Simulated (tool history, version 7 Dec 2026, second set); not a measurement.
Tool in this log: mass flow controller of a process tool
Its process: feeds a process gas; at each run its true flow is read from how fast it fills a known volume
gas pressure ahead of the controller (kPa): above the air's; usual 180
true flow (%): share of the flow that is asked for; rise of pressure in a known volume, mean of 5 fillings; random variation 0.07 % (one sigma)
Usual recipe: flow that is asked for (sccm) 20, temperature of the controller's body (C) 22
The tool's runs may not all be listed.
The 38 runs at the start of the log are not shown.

run      day  flow that is asked for (sccm)  gas pressure ahead of the controller (kPa)  temperature of the controller's body (C)  true flow (%)
 39  132.012                             16                                         250                                        21          98.19
 40  135.746                             16                                         250                                        21          98.21
 41  140.262                              6                                         259                                        22          97.14
 42  143.092                              6                                         259                                        22          97.19
 43  147.154                             40                                         144                                        33          98.00
 44  150.954                              7                                         266                                        22          97.29
 45  154.688                              8                                         172                                        22          97.02
 46  157.417                             29                                         233                                        38          96.80
 47  161.575                             29                                         233                                        38          96.82
 48  164.262                              6                                         180                                        39          94.75

Each row is a separate what-if for the run after 48, all from the same tool condition, not one after another. Results?
  A  168.375                             26                                         232                                        39              ?
  B  168.375                              9                                         180                                        22              ?
  C  168.375                             20                                         180                                        23              ?
  D  168.375                             47                                         180                                        23              ?

run  true flow (%)
  A          96.51
  B          96.91
  C          97.80
  D          99.59
With the hidden condition removed and each run's random variation left untouched, the same runs would have given:
run  true flow (%)
  A          96.97
  B          97.65
  C          98.31
  D          99.98
